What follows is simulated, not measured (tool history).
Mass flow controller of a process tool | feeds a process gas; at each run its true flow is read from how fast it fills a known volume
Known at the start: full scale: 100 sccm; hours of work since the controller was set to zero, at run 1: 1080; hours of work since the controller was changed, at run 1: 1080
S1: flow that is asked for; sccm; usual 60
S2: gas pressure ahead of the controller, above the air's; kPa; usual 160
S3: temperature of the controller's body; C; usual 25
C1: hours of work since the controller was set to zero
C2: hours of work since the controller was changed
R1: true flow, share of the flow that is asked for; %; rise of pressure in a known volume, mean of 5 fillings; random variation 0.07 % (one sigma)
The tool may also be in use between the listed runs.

| run | day | S1 | S2 | S3 | C1 | C2 | R1 |
|---|---|---|---|---|---|---|---|
| 1 | 0.000 | 60 | 160 | 25 | 1080 | 1080 | 98.87 |
| 2 | 5.821 | 60 | 160 | 25 | 1147 | 1147 | 98.85 |
| 3 | 12.142 | 60 | 160 | 25 | 1220 | 1220 | 98.84 |
| 4 | 16.833 | 60 | 160 | 25 | 1273 | 1273 | 98.91 |
| 5 | 20.683 | 60 | 160 | 25 | 1318 | 1318 | 98.97 |
| 6 | 24.358 | 60 | 160 | 25 | 1360 | 1360 | 98.79 |
| 7 | 29.988 | 60 | 160 | 25 | 1424 | 1424 | 98.97 |
| 8 | 34.625 | 60 | 160 | 25 | 1478 | 1478 | 98.67 |
| 9 | 40.304 | 60 | 160 | 25 | 1543 | 1543 | 98.72 |
| 10 | 45.162 | 60 | 160 | 25 | 1598 | 1598 | 98.90 |
| 11 | 49.575 | 60 | 160 | 25 | 1649 | 1649 | 98.76 |
| 12 | 55.246 | 60 | 160 | 25 | 1714 | 1714 | 99.00 |
| 13 | 59.104 | 60 | 160 | 25 | 1758 | 1758 | 98.83 |
| 14 | 63.879 | 60 | 160 | 25 | 1813 | 1813 | 98.82 |
| 15 | 69.929 | 60 | 160 | 25 | 1883 | 1883 | 98.76 |
| 16 | 74.062 | 60 | 160 | 25 | 1930 | 1930 | 98.64 |
| 17 | 80.504 | 60 | 160 | 25 | 2004 | 2004 | 98.83 |
| 18 | 87.412 | 60 | 143 | 25 | 2083 | 2083 | 98.82 |
| 19 | 93.067 | 60 | 143 | 25 | 2148 | 2148 | 98.85 |
| 20 | 97.883 | 60 | 261 | 25 | 2203 | 2203 | 99.46 |
| 21 | 102.767 | 60 | 160 | 27 | 2259 | 2259 | 99.05 |
| 22 | 109.088 | 60 | 160 | 27 | 2332 | 2332 | 99.13 |
| 23 | 114.571 | 60 | 160 | 27 | 2395 | 2395 | 98.96 |
| 24 | 118.979 | 60 | 160 | 27 | 2445 | 2445 | 98.99 |
| 25 | 122.712 | 95 | 193 | 27 | 2488 | 2488 | 100.04 |
| 26 | 129.029 | 30 | 206 | 27 | 2561 | 2561 | 98.46 |
| 27 | 132.192 | 89 | 208 | 29 | 2597 | 2597 | 100.15 |
| 28 | 138.933 | 22 | 200 | 25 | 2674 | 2674 | 98.23 |
| 29 | 144.196 | 41 | 169 | 25 | 2735 | 2735 | 98.41 |
| 30 | 150.862 | 21 | 268 | 24 | 2811 | 2811 | 98.23 |
| 31 | 156.888 | 67 | 250 | 33 | 2880 | 2880 | 100.34 |
| 32 | 162.962 | 60 | 211 | 21 | 2950 | 2950 | 98.65 |
| 33 | 166.283 | 60 | 211 | 21 | 2988 | 2988 | 98.60 |
| 34 | 171.083 | 60 | 211 | 21 | 3043 | 3043 | 98.64 |
| 35 | 175.071 | 60 | 211 | 21 | 3089 | 3089 | 98.58 |
| 36 | 179.621 | 80 | 272 | 34 | 3141 | 3141 | 100.70 |
| 37 | 182.888 | 47 | 254 | 34 | 3179 | 3179 | 99.88 |
| 38 | 189.021 | 47 | 254 | 34 | 3249 | 3249 | 99.83 |
| 39 | 193.617 | 47 | 266 | 34 | 3302 | 3302 | 99.94 |
| 40 | 197.925 | 47 | 266 | 34 | 3351 | 3351 | 99.85 |

4 ways to go on from here, each from the tool as it stands after run 40. What would each give?
| A | 202.667 | 11 | 239 | 29 | 3406 | 3406 | ? |
| B | 202.667 | 31 | 160 | 25 | 3406 | 3406 | ? |
| C | 202.667 | 60 | 271 | 25 | 3406 | 3406 | ? |
| D | 202.667 | 37 | 178 | 25 | 3406 | 3406 | ? |

| run | R1 |
|---|---|
| A | 98.43 |
| B | 98.12 |
| C | 99.35 |
| D | 98.32 |
Without the tool's hidden state the same runs would have given:
| run | R1 |
|---|---|
| A | 98.40 |
| B | 98.12 |
| C | 99.35 |
| D | 98.32 |

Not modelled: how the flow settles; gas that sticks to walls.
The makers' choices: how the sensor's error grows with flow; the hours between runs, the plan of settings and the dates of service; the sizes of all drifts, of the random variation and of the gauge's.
